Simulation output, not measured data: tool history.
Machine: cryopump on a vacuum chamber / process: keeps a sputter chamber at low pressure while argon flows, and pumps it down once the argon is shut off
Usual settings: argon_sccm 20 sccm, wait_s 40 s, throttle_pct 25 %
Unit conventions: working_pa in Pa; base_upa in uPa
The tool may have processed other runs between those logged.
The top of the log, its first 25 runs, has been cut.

run,day,argon_sccm,wait_s,throttle_pct,hours of work since the pump was warmed up and emptied,hours of work since the cold head was overhauled,hours of work since the chamber's fittings were tightened,working_pa,base_upa
26,59.683,11,257,35,840,3186,450,0.0282,0.66
27,62.325,11,82,48,892,3238,501,0.0212,1.01
28,64.421,20,50,41,932,3278,542,0.0444,1.34
29,67.983,20,50,41,1002,3347,611,0.0444,1.39
30,70.412,20,40,48,1049,3395,658,0.0386,1.56
31,73.529,13,93,23,1109,3455,719,0.0507,1.15
# day 74.65: pump warmed up, emptied and cooled again
32,76.633,18,118,17,39,3511,775,0.0904,1.01
33,78.092,10,117,17,67,3540,803,0.0491,1.04

Forecast each of these 3 alternatives for the next run:
A,80.642,8,78,23,116,3589,853,?,?
B,80.642,13,31,17,116,3589,853,?,?
C,80.642,16,117,17,116,3589,853,?,?

run,working_pa,base_upa
A,0.0299,1.21
B,0.065,1.86
C,0.0801,1.08
Stripped of hidden state, with their random variation kept, the same runs would have yielded:
run,working_pa,base_upa
A,0.0296,0.57
B,0.0644,1.21
C,0.0794,0.44

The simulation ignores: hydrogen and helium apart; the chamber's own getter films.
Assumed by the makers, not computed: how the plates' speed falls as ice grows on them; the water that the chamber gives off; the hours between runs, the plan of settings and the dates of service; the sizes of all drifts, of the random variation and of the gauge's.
